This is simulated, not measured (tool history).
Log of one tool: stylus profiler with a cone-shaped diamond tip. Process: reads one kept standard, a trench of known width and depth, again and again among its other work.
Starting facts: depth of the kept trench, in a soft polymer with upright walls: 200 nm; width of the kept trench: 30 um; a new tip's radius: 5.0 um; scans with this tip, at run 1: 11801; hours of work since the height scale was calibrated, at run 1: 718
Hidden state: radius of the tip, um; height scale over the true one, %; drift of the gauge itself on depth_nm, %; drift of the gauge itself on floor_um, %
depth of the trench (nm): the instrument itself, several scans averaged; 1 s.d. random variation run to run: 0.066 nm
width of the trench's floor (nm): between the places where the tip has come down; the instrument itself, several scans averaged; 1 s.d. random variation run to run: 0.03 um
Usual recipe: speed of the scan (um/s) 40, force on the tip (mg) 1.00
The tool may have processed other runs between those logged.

| run | hour | speed of the scan (um/s) | force on the tip (mg) | scans with this tip | hours of work since the height scale was calibrated | depth of the trench (nm) | width of the trench's floor (nm) |
|---|---|---|---|---|---|---|---|
| 1 | 0.0 | 40 | 1.00 | 11801 | 718 | 200.22 | 26200 |
| 2 | 101.9 | 40 | 0.53 | 12192 | 791 | 199.95 | 25990 |
| 3 | 219.4 | 115 | 0.53 | 12642 | 874 | 199.81 | 24880 |
| 4 | 270.4 | 68 | 1.00 | 12838 | 911 | 200.08 | 25820 |
| 5 | 395.2 | 40 | 1.00 | 13316 | 1000 | 199.94 | 26110 |
| 6 | 518.9 | 40 | 1.00 | 13791 | 1088 | 199.89 | 26050 |
| 7 | 634.8 | 40 | 1.00 | 14235 | 1170 | 199.81 | 26020 |
| 8 | 753.4 | 40 | 1.00 | 14690 | 1254 | 199.87 | 25980 |
| 9 | 854.1 | 40 | 1.00 | 15076 | 1326 | 199.68 | 26010 |
| 10 | 918.9 | 40 | 1.00 | 15325 | 1372 | 199.49 | 26010 |
|  | 985.7 | height scale calibrated on a step standard |
| 11 | 998.9 | 40 | 1.00 | 15630 | 9 | 200.98 | 26040 |
| 12 | 1117.8 | 40 | 1.00 | 16086 | 94 | 200.87 | 26030 |
| 13 | 1225.4 | 40 | 0.97 | 16499 | 171 | 200.62 | 25960 |
| 14 | 1349.5 | 15 | 0.71 | 16975 | 259 | 200.46 | 26190 |
| 15 | 1402.6 | 84 | 1.34 | 17178 | 297 | 200.71 | 25600 |
| 16 | 1469.7 | 84 | 1.38 | 17436 | 344 | 200.71 | 25590 |
| 17 | 1544.8 | 84 | 1.38 | 17724 | 398 | 200.65 | 25610 |
| 18 | 1635.0 | 88 | 0.54 | 18070 | 462 | 200.12 | 25110 |
| 19 | 1718.4 | 88 | 0.54 | 18389 | 521 | 200.06 | 25060 |
| 20 | 1819.2 | 23 | 1.16 | 18776 | 593 | 200.43 | 26050 |
| 21 | 1902.1 | 23 | 1.16 | 19094 | 652 | 200.27 | 26040 |
| 22 | 1958.1 | 29 | 0.57 | 19309 | 692 | 199.82 | 25860 |
| 23 | 2072.5 | 29 | 0.57 | 19748 | 773 | 199.84 | 25810 |
| 24 | 2164.7 | 29 | 0.57 | 20101 | 839 | 199.72 | 25810 |
| 25 | 2256.3 | 58 | 1.68 | 20452 | 904 | 200.24 | 25720 |

Predict each of these 3 candidate next runs independently; none follows another, all start after run 25:
| A | 2353.6 | 129 | 1.44 | 20826 | 973 | ? | ? |
| B | 2353.6 | 40 | 2.44 | 20826 | 973 | ? | ? |
| C | 2353.6 | 58 | 2.07 | 20826 | 973 | ? | ? |

| run | depth of the trench (nm) | width of the trench's floor (nm) |
|---|---|---|
| A | 200.07 | 25020 |
| B | 200.57 | 25900 |
| C | 200.34 | 25710 |
Had the tool no hidden state, the same runs would have come out as:
| run | depth of the trench (nm) | width of the trench's floor (nm) |
|---|---|---|
| A | 201.12 | 26030 |
| B | 201.62 | 26910 |
| C | 201.39 | 26720 |
